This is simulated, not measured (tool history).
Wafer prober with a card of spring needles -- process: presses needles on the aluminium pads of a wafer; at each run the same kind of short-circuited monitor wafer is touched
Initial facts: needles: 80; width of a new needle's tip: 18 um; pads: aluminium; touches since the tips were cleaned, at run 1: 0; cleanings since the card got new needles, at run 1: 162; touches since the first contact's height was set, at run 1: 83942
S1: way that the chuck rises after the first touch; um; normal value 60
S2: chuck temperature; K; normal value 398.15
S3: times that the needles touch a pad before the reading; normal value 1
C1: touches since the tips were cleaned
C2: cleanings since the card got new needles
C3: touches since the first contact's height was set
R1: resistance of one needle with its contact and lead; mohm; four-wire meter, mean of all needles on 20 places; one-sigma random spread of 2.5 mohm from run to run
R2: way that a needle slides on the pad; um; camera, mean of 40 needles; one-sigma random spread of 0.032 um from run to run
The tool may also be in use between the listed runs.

run,day,S1,S2,S3,C1,C2,C3,R1,R2
1,0,60,398.15,1,0,162,83942,305,7.69
# day 0.175: tips cleaned on abrasive film
# day 0.388: tips cleaned on abrasive film
# day 0.604: tips cleaned on abrasive film
# day 0.817: tips cleaned on abrasive film
# day 1.029: tips cleaned on abrasive film
# day 1.246: tips cleaned on abrasive film
# day 1.458: tips cleaned on abrasive film
# day 1.671: tips cleaned on abrasive film
# day 1.842: tips cleaned on abrasive film
# day 2.058: tips cleaned on abrasive film
# day 2.271: tips cleaned on abrasive film
# day 2.483: tips cleaned on abrasive film
# day 2.7: tips cleaned on abrasive film
2,2.862,60,398.15,1,2917,175,133703,451,7.57
# day 2.908: tips cleaned on abrasive film
# day 3.125: tips cleaned on abrasive film
# day 3.338: tips cleaned on abrasive film
# day 3.55: tips cleaned on abrasive film
# day 3.767: tips cleaned on abrasive film
# day 3.938: tips cleaned on abrasive film
# day 4.15: tips cleaned on abrasive film
# day 4.367: tips cleaned on abrasive film
# day 4.579: tips cleaned on abrasive film
# day 4.792: tips cleaned on abrasive film
# day 4.967: tips cleaned on abrasive film
# day 5.179: tips cleaned on abrasive film
3,5.346,43,398.15,1,2931,187,176745,628,5.29
# day 5.392: tips cleaned on abrasive film
# day 5.562: tips cleaned on abrasive film
# day 5.775: tips cleaned on abrasive film
# day 5.992: tips cleaned on abrasive film
# day 6.204: tips cleaned on abrasive film
# day 6.417: tips cleaned on abrasive film
# day 6.592: tips cleaned on abrasive film
# day 6.804: tips cleaned on abrasive film
# day 7.017: tips cleaned on abrasive film
# day 7.188: tips cleaned on abrasive film
# day 7.404: tips cleaned on abrasive film
# day 7.579: tips cleaned on abrasive film
4,7.579,56,398.15,1,0,199,215429,317,6.82
# day 7.792: tips cleaned on abrasive film
# day 8.004: tips cleaned on abrasive film
# day 8.179: tips cleaned on abrasive film
# day 8.392: tips cleaned on abrasive film
# day 8.604: tips cleaned on abrasive film
# day 8.821: tips cleaned on abrasive film
# day 9.033: tips cleaned on abrasive film
# day 9.204: tips cleaned on abrasive film
5,9.217,60,398.15,1,179,207,243829,318,7.34
# day 9.354: height of the first contact set anew
# day 9.4: tips cleaned on abrasive film
# day 9.571: tips cleaned on abrasive film
# day 9.788: tips cleaned on abrasive film
# day 9.958: tips cleaned on abrasive film
# day 10.171: tips cleaned on abrasive film
# day 10.388: tips cleaned on abrasive film
# day 10.6: tips cleaned on abrasive film
# day 10.812: tips cleaned on abrasive film
# day 11.025: tips cleaned on abrasive film
# day 11.242: tips cleaned on abrasive film
# day 11.454: tips cleaned on abrasive film
# day 11.667: tips cleaned on abrasive film
# day 11.883: tips cleaned on abrasive film
# day 12.096: tips cleaned on abrasive film
# day 12.308: tips cleaned on abrasive film
# day 12.525: tips cleaned on abrasive film
# day 12.696: tips cleaned on abrasive film
# day 12.871: tips cleaned on abrasive film
6,12.871,60,322.15,1,0,225,60933,301,6.92
# day 13.042: tips cleaned on abrasive film
# day 13.258: tips cleaned on abrasive film
# day 13.471: tips cleaned on abrasive film
# day 13.683: tips cleaned on abrasive film
# day 13.854: tips cleaned on abrasive film
# day 14.071: tips cleaned on abrasive film
# day 14.242: tips cleaned on abrasive film
# day 14.454: tips cleaned on abrasive film
# day 14.671: tips cleaned on abrasive film
# day 14.842: tips cleaned on abrasive film
# day 15.054: tips cleaned on abrasive film
7,15.088,60,398.15,1,560,236,99398,368,6.85
# day 15.258: tips cleaned on abrasive film
# day 15.475: tips cleaned on abrasive film
# day 15.688: tips cleaned on abrasive film
# day 15.9: tips cleaned on abrasive film
# day 16.112: tips cleaned on abrasive film
# day 16.329: tips cleaned on abrasive film
# day 16.542: tips cleaned on abrasive film
# day 16.754: tips cleaned on abrasive film
# day 16.971: tips cleaned on abrasive film
# day 17.183: tips cleaned on abrasive film
# day 17.396: tips cleaned on abrasive film
# day 17.571: tips cleaned on abrasive film
# day 17.783: tips cleaned on abrasive film
# day 17.996: tips cleaned on abrasive film
8,18.104,60,398.15,1,1912,250,151820,452,6.71
# day 18.192: tips cleaned on abrasive film
# day 18.367: tips cleaned on abrasive film
# day 18.579: tips cleaned on abrasive film
# day 18.792: tips cleaned on abrasive film
# day 18.888: height of the first contact set anew, once more
# day 19.021: tips cleaned on abrasive film
# day 19.233: tips cleaned on abrasive film
# day 19.446: tips cleaned on abrasive film
# day 19.662: tips cleaned on abrasive film
# day 20.162: card fitted with new needles
# day 20.375: tips cleaned on abrasive film
# day 20.588: tips cleaned on abrasive film
# day 20.804: tips cleaned on abrasive film
# day 21.017: tips cleaned on abrasive film
# day 21.229: tips cleaned on abrasive film
# day 21.446: tips cleaned on abrasive film
# day 21.617: tips cleaned on abrasive film
# day 21.829: tips cleaned on abrasive film
# day 22.004: tips cleaned on abrasive film
# day 22.217: tips cleaned on abrasive film
9,22.221,60,398.15,1,89,10,35743,298,7.73
# day 22.392: tips cleaned on abrasive film
# day 22.608: tips cleaned on abrasive film
# day 22.779: tips cleaned on abrasive film
# day 22.992: tips cleaned on abrasive film
# day 23.204: tips cleaned on abrasive film
# day 23.421: tips cleaned on abrasive film
# day 23.633: tips cleaned on abrasive film
10,23.767,47,318.15,1,2331,17,62580,439,6.04
# day 23.812: tips cleaned on abrasive film
# day 24.025: tips cleaned on abrasive film
# day 24.238: tips cleaned on abrasive film
# day 24.454: tips cleaned on abrasive film
# day 24.667: tips cleaned on abrasive film
# day 24.838: tips cleaned on abrasive film
# day 25.054: tips cleaned on abrasive film
# day 25.225: tips cleaned on abrasive film
# day 25.438: tips cleaned on abrasive film
# day 25.612: tips cleaned on abrasive film
# day 25.825: tips cleaned on abrasive film
# day 26.038: tips cleaned on abrasive film
# day 26.254: tips cleaned on abrasive film
# day 26.467: tips cleaned on abrasive film
# day 26.638: tips cleaned on abrasive film
# day 26.85: tips cleaned on abrasive film
11,26.917,52,386.15,1,1167,33,117228,372,6.56
# day 27.046: tips cleaned on abrasive film
# day 27.262: tips cleaned on abrasive film
# day 27.475: tips cleaned on abrasive film
# day 27.688: tips cleaned on abrasive film
# day 27.904: tips cleaned on abrasive film
# day 28.075: tips cleaned on abrasive film
# day 28.288: tips cleaned on abrasive film
# day 28.504: tips cleaned on abrasive film
# day 28.717: tips cleaned on abrasive film
# day 28.929: tips cleaned on abrasive film
# day 29.146: tips cleaned on abrasive film
# day 29.317: tips cleaned on abrasive film
# day 29.529: tips cleaned on abrasive film
# day 29.746: tips cleaned on abrasive film
# day 29.958: tips cleaned on abrasive film
# day 30.171: tips cleaned on abrasive film
12,30.283,53,302.15,1,1950,49,175632,404,6.52
# day 30.371: tips cleaned on abrasive film
# day 30.583: tips cleaned on abrasive film
# day 30.8: tips cleaned on abrasive film
# day 30.971: tips cleaned on abrasive film
# day 31.183: tips cleaned on abrasive film
# day 31.354: tips cleaned on abrasive film
# day 31.571: tips cleaned on abrasive film
# day 31.742: tips cleaned on abrasive film
# day 31.954: tips cleaned on abrasive film
# day 32.129: tips cleaned on abrasive film
# day 32.342: tips cleaned on abrasive film
# day 32.55: tips cleaned on abrasive film
13,32.55,52,310.15,1,0,61,214901,284,6.33
# day 32.762: tips cleaned on abrasive film
# day 32.979: tips cleaned on abrasive film
# day 33.15: tips cleaned on abrasive film
# day 33.362: tips cleaned on abrasive film
# day 33.575: tips cleaned on abrasive film
# day 33.792: tips cleaned on abrasive film
# day 34.004: tips cleaned on abrasive film
# day 34.217: tips cleaned on abrasive film
# day 34.358: height of the first contact set anew
# day 34.446: tips cleaned on abrasive film
# day 34.658: tips cleaned on abrasive film
# day 34.829: tips cleaned on abrasive film
# day 35.046: tips cleaned on abrasive film
# day 35.217: tips cleaned on abrasive film
# day 35.429: tips cleaned on abrasive film
# day 35.604: tips cleaned on abrasive film
14,35.683,52,310.15,1,1455,76,22997,385,6.73
# day 35.817: tips cleaned on abrasive film
# day 36.029: tips cleaned on abrasive film
# day 36.242: tips cleaned on abrasive film
# day 36.412: tips cleaned on abrasive film
# day 36.629: tips cleaned on abrasive film
# day 36.8: tips cleaned on abrasive film
# day 37.012: tips cleaned on abrasive film
# day 37.229: tips cleaned on abrasive film
# day 37.442: tips cleaned on abrasive film
# day 37.612: tips cleaned on abrasive film
15,37.742,52,310.15,1,2277,86,58701,413,6.74

For each entry between runs, how does the tool's hidden state at the last listed run before it compare with that at the first listed run after it?
From run 1 to run 2: tips cleaned on abrasive film (day 0.175); tips cleaned on abrasive film (day 0.388); tips cleaned on abrasive film (day 0.604); tips cleaned on abrasive film (day 0.817); tips cleaned on abrasive film (day 1.029); tips cleaned on abrasive film (day 1.246); tips cleaned on abrasive film (day 1.458); tips cleaned on abrasive film (day 1.671); tips cleaned on abrasive film (day 1.842); tips cleaned on abrasive film (day 2.058); tips cleaned on abrasive film (day 2.271); tips cleaned on abrasive film (day 2.483); tips cleaned on abrasive film (day 2.7)
  debris on the tips, nm: 5.2 -> 68.1; way that the needles fall short of the set height, um: 1.34 -> 2.13; tips' diameter, um: 21.19 -> 21.47
  the result without the hidden state subtracted from the measured one, R1: +18 -> +163 mohm; R2: -0.18 -> -0.28 um
From run 2 to run 3: tips cleaned on abrasive film (day 2.908); tips cleaned on abrasive film (day 3.125); tips cleaned on abrasive film (day 3.338); tips cleaned on abrasive film (day 3.55); tips cleaned on abrasive film (day 3.767); tips cleaned on abrasive film (day 3.938); tips cleaned on abrasive film (day 4.15); tips cleaned on abrasive film (day 4.367); tips cleaned on abrasive film (day 4.579); tips cleaned on abrasive film (day 4.792); tips cleaned on abrasive film (day 4.967); tips cleaned on abrasive film (day 5.179)
  debris on the tips, nm: 68.1 -> 66; way that the needles fall short of the set height, um: 2.13 -> 2.84; tips' diameter, um: 21.47 -> 21.72
  the result without the hidden state subtracted from the measured one, R1: +163 -> +325 mohm; R2: -0.28 -> -0.37 um
From run 3 to run 4: tips cleaned on abrasive film (day 5.392); tips cleaned on abrasive film (day 5.562); tips cleaned on abrasive film (day 5.775); tips cleaned on abrasive film (day 5.992); tips cleaned on abrasive film (day 6.204); tips cleaned on abrasive film (day 6.417); tips cleaned on abrasive film (day 6.592); tips cleaned on abrasive film (day 6.804); tips cleaned on abrasive film (day 7.017); tips cleaned on abrasive film (day 7.188); tips cleaned on abrasive film (day 7.404); tips cleaned on abrasive film (day 7.579)
  debris on the tips, nm: 66 -> 6.6; way that the needles fall short of the set height, um: 2.84 -> 3.5; tips' diameter, um: 21.72 -> 21.95
  the result without the hidden state subtracted from the measured one, R1: +325 -> +29 mohm; R2: -0.37 -> -0.46 um
From run 4 to run 5: tips cleaned on abrasive film (day 7.792); tips cleaned on abrasive film (day 8.004); tips cleaned on abrasive film (day 8.179); tips cleaned on abrasive film (day 8.392); tips cleaned on abrasive film (day 8.604); tips cleaned on abrasive film (day 8.821); tips cleaned on abrasive film (day 9.033); tips cleaned on abrasive film (day 9.204)
  debris on the tips, nm: 6.6 -> 8.2; way that the needles fall short of the set height, um: 3.5 -> 3.99; tips' diameter, um: 21.95 -> 22.12
  the result without the hidden state subtracted from the measured one, R1: +29 -> +31 mohm; R2: -0.46 -> -0.52 um
From run 5 to run 6: height of the first contact set anew (day 9.354); tips cleaned on abrasive film (day 9.4); tips cleaned on abrasive film (day 9.571); tips cleaned on abrasive film (day 9.788); tips cleaned on abrasive film (day 9.958); tips cleaned on abrasive film (day 10.171); tips cleaned on abrasive film (day 10.388); tips cleaned on abrasive film (day 10.6); tips cleaned on abrasive film (day 10.812); tips cleaned on abrasive film (day 11.025); tips cleaned on abrasive film (day 11.242); tips cleaned on abrasive film (day 11.454); tips cleaned on abrasive film (day 11.667); tips cleaned on abrasive film (day 11.883); tips cleaned on abrasive film (day 12.096); tips cleaned on abrasive film (day 12.308); tips cleaned on abrasive film (day 12.525); tips cleaned on abrasive film (day 12.696); tips cleaned on abrasive film (day 12.871)
  debris on the tips, nm: 8.2 -> 6.9; way that the needles fall short of the set height, um: 3.99 -> 7.34; tips' diameter, um: 22.12 -> 22.45
  the result without the hidden state subtracted from the measured one, R1: +31 -> +35 mohm; R2: -0.52 -> -0.97 um
From run 6 to run 7: tips cleaned on abrasive film (day 13.042); tips cleaned on abrasive film (day 13.258); tips cleaned on abrasive film (day 13.471); tips cleaned on abrasive film (day 13.683); tips cleaned on abrasive film (day 13.854); tips cleaned on abrasive film (day 14.071); tips cleaned on abrasive film (day 14.242); tips cleaned on abrasive film (day 14.454); tips cleaned on abrasive film (day 14.671); tips cleaned on abrasive film (day 14.842); tips cleaned on abrasive film (day 15.054)
  debris on the tips, nm: 6.9 -> 21; way that the needles fall short of the set height, um: 7.34 -> 7.97; tips' diameter, um: 22.45 -> 22.67
  the result without the hidden state subtracted from the measured one, R1: +35 -> +80 mohm; R2: -0.97 -> -1.05 um
From run 7 to run 8: tips cleaned on abrasive film (day 15.258); tips cleaned on abrasive film (day 15.475); tips cleaned on abrasive film (day 15.688); tips cleaned on abrasive film (day 15.9); tips cleaned on abrasive film (day 16.112); tips cleaned on abrasive film (day 16.329); tips cleaned on abrasive film (day 16.542); tips cleaned on abrasive film (day 16.754); tips cleaned on abrasive film (day 16.971); tips cleaned on abrasive film (day 17.183); tips cleaned on abrasive film (day 17.396); tips cleaned on abrasive film (day 17.571); tips cleaned on abrasive film (day 17.783); tips cleaned on abrasive film (day 17.996)
  debris on the tips, nm: 21 -> 43.8; way that the needles fall short of the set height, um: 7.97 -> 8.71; tips' diameter, um: 22.67 -> 22.93
  the result without the hidden state subtracted from the measured one, R1: +80 -> +160 mohm; R2: -1.05 -> -1.14 um
From run 8 to run 9: tips cleaned on abrasive film (day 18.192); tips cleaned on abrasive film (day 18.367); tips cleaned on abrasive film (day 18.579); tips cleaned on abrasive film (day 18.792); height of the first contact set anew, once more (day 18.888); tips cleaned on abrasive film (day 19.021); tips cleaned on abrasive film (day 19.233); tips cleaned on abrasive film (day 19.446); tips cleaned on abrasive film (day 19.662); card fitted with new needles (day 20.162); tips cleaned on abrasive film (day 20.375); tips cleaned on abrasive film (day 20.588); tips cleaned on abrasive film (day 20.804); tips cleaned on abrasive film (day 21.017); tips cleaned on abrasive film (day 21.229); tips cleaned on abrasive film (day 21.446); tips cleaned on abrasive film (day 21.617); tips cleaned on abrasive film (day 21.829); tips cleaned on abrasive film (day 22.004); tips cleaned on abrasive film (day 22.217)
  debris on the tips, nm: 43.8 -> 6.2; way that the needles fall short of the set height, um: 8.71 -> 0.59; tips' diameter, um: 22.93 -> 18.21
  the result without the hidden state subtracted from the measured one, R1: +160 -> +11 mohm; R2: -1.14 -> -0.08 um
From run 9 to run 10: tips cleaned on abrasive film (day 22.392); tips cleaned on abrasive film (day 22.608); tips cleaned on abrasive film (day 22.779); tips cleaned on abrasive film (day 22.992); tips cleaned on abrasive film (day 23.204); tips cleaned on abrasive film (day 23.421); tips cleaned on abrasive film (day 23.633)
  debris on the tips, nm: 6.2 -> 55.5; way that the needles fall short of the set height, um: 0.59 -> 0.97; tips' diameter, um: 18.21 -> 18.34
  the result without the hidden state subtracted from the measured one, R1: +11 -> +169 mohm; R2: -0.08 -> -0.13 um
From run 10 to run 11: tips cleaned on abrasive film (day 23.812); tips cleaned on abrasive film (day 24.025); tips cleaned on abrasive film (day 24.238); tips cleaned on abrasive film (day 24.454); tips cleaned on abrasive film (day 24.667); tips cleaned on abrasive film (day 24.838); tips cleaned on abrasive film (day 25.054); tips cleaned on abrasive film (day 25.225); tips cleaned on abrasive film (day 25.438); tips cleaned on abrasive film (day 25.612); tips cleaned on abrasive film (day 25.825); tips cleaned on abrasive film (day 26.038); tips cleaned on abrasive film (day 26.254); tips cleaned on abrasive film (day 26.467); tips cleaned on abrasive film (day 26.638); tips cleaned on abrasive film (day 26.85)
  debris on the tips, nm: 55.5 -> 35.7; way that the needles fall short of the set height, um: 0.97 -> 1.93; tips' diameter, um: 18.34 -> 18.68
  the result without the hidden state subtracted from the measured one, R1: +169 -> +87 mohm; R2: -0.13 -> -0.25 um
From run 11 to run 12: tips cleaned on abrasive film (day 27.046); tips cleaned on abrasive film (day 27.262); tips cleaned on abrasive film (day 27.475); tips cleaned on abrasive film (day 27.688); tips cleaned on abrasive film (day 27.904); tips cleaned on abrasive film (day 28.075); tips cleaned on abrasive film (day 28.288); tips cleaned on abrasive film (day 28.504); tips cleaned on abrasive film (day 28.717); tips cleaned on abrasive film (day 28.929); tips cleaned on abrasive film (day 29.146); tips cleaned on abrasive film (day 29.317); tips cleaned on abrasive film (day 29.529); tips cleaned on abrasive film (day 29.746); tips cleaned on abrasive film (day 29.958); tips cleaned on abrasive film (day 30.171)
  debris on the tips, nm: 35.7 -> 47.7; way that the needles fall short of the set height, um: 1.93 -> 2.85; tips' diameter, um: 18.68 -> 19
  the result without the hidden state subtracted from the measured one, R1: +87 -> +139 mohm; R2: -0.25 -> -0.37 um
From run 12 to run 13: tips cleaned on abrasive film (day 30.371); tips cleaned on abrasive film (day 30.583); tips cleaned on abrasive film (day 30.8); tips cleaned on abrasive film (day 30.971); tips cleaned on abrasive film (day 31.183); tips cleaned on abrasive film (day 31.354); tips cleaned on abrasive film (day 31.571); tips cleaned on abrasive film (day 31.742); tips cleaned on abrasive film (day 31.954); tips cleaned on abrasive film (day 32.129); tips cleaned on abrasive film (day 32.342); tips cleaned on abrasive film (day 32.55)
  debris on the tips, nm: 47.7 -> 4.1; way that the needles fall short of the set height, um: 2.85 -> 3.55; tips' diameter, um: 19 -> 19.24
  the result without the hidden state subtracted from the measured one, R1: +139 -> +17 mohm; R2: -0.37 -> -0.47 um
From run 13 to run 14: tips cleaned on abrasive film (day 32.762); tips cleaned on abrasive film (day 32.979); tips cleaned on abrasive film (day 33.15); tips cleaned on abrasive film (day 33.362); tips cleaned on abrasive film (day 33.575); tips cleaned on abrasive film (day 33.792); tips cleaned on abrasive film (day 34.004); tips cleaned on abrasive film (day 34.217); height of the first contact set anew (day 34.358); tips cleaned on abrasive film (day 34.446); tips cleaned on abrasive film (day 34.658); tips cleaned on abrasive film (day 34.829); tips cleaned on abrasive film (day 35.046); tips cleaned on abrasive film (day 35.217); tips cleaned on abrasive film (day 35.429); tips cleaned on abrasive film (day 35.604)
  debris on the tips, nm: 4.1 -> 43.2; way that the needles fall short of the set height, um: 3.55 -> 0.42; tips' diameter, um: 19.24 -> 19.55
  the result without the hidden state subtracted from the measured one, R1: +17 -> +122 mohm; R2: -0.47 -> -0.06 um
From run 14 to run 15: tips cleaned on abrasive film (day 35.817); tips cleaned on abrasive film (day 36.029); tips cleaned on abrasive film (day 36.242); tips cleaned on abrasive film (day 36.412); tips cleaned on abrasive film (day 36.629); tips cleaned on abrasive film (day 36.8); tips cleaned on abrasive film (day 37.012); tips cleaned on abrasive film (day 37.229); tips cleaned on abrasive film (day 37.442); tips cleaned on abrasive film (day 37.612)
  debris on the tips, nm: 43.2 -> 49.4; way that the needles fall short of the set height, um: 0.42 -> 0.97; tips' diameter, um: 19.55 -> 19.74
  the result without the hidden state subtracted from the measured one, R1: +122 -> +146 mohm; R2: -0.06 -> -0.13 um
